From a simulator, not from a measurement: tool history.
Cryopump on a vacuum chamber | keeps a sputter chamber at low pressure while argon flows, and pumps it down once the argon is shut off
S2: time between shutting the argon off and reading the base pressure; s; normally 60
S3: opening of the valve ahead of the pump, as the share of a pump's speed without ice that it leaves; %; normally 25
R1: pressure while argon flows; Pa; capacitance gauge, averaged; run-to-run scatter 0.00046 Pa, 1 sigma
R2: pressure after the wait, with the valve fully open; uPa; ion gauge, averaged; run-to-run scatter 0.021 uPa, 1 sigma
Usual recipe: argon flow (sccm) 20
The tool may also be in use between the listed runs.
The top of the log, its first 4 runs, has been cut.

run 5 hour=41.6 | argon_flow_(sccm)=8 S2=60 S3=25 | R1=0.0221 R2=0.77
run 6 hour=54.2 | argon_flow_(sccm)=8 S2=60 S3=25 | R1=0.0229 R2=0.75
run 7 hour=61 | argon_flow_(sccm)=8 S2=60 S3=25 | R1=0.0224 R2=0.78
run 8 hour=70.8 | argon_flow_(sccm)=19 S2=60 S3=25 | R1=0.0533 R2=0.77
run 9 hour=78.6 | argon_flow_(sccm)=20 S2=60 S3=25 | R1=0.0565 R2=0.73
run 10 hour=92.3 | argon_flow_(sccm)=20 S2=100 S3=25 | R1=0.0561 R2=0.65
run 11 hour=99.6 | argon_flow_(sccm)=20 S2=100 S3=25 | R1=0.0564 R2=0.67
run 12 hour=109.8 | argon_flow_(sccm)=20 S2=60 S3=25 | R1=0.0567 R2=0.79
run 13 hour=124.5 | argon_flow_(sccm)=20 S2=60 S3=25 | R1=0.0557 R2=0.79
run 14 hour=140.8 | argon_flow_(sccm)=20 S2=60 S3=25 | R1=0.0556 R2=0.78
run 15 hour=149.4 | argon_flow_(sccm)=20 S2=60 S3=25 | R1=0.0556 R2=0.82
run 16 hour=159 | argon_flow_(sccm)=20 S2=60 S3=25 | R1=0.0569 R2=0.75
run 17 hour=172.2 | argon_flow_(sccm)=28 S2=60 S3=56 | R1=0.0361 R2=0.78
run 18 hour=185.6 | argon_flow_(sccm)=11 S2=60 S3=56 | R1=0.0137 R2=0.8
run 19 hour=193.8 | argon_flow_(sccm)=11 S2=60 S3=56 | R1=0.015 R2=0.8
run 20 hour=210.8 | argon_flow_(sccm)=33 S2=130 S3=17 | R1=0.1355 R2=0.64
run 21 hour=222 | argon_flow_(sccm)=20 S2=111 S3=19 | R1=0.0737 R2=0.68
run 22 hour=233.1 | argon_flow_(sccm)=20 S2=25 S3=49 | R1=0.0296 R2=1.19
run 23 hour=240.4 | argon_flow_(sccm)=20 S2=35 S3=27 | R1=0.0524 R2=0.99
run 24 hour=256.8 | argon_flow_(sccm)=15 S2=39 S3=45 | R1=0.0243 R2=0.96

Predict the results of run 25:
run 25 hour=271 | argon_flow_(sccm)=9 S2=39 S3=23 | R1=? R2=?

Run 25 measured R1 0.0278 Pa, R2 0.95 uPa.
The same run, on a tool lacking any hidden state, would have yielded R1 0.0272 Pa, R2 0.53 uPa.
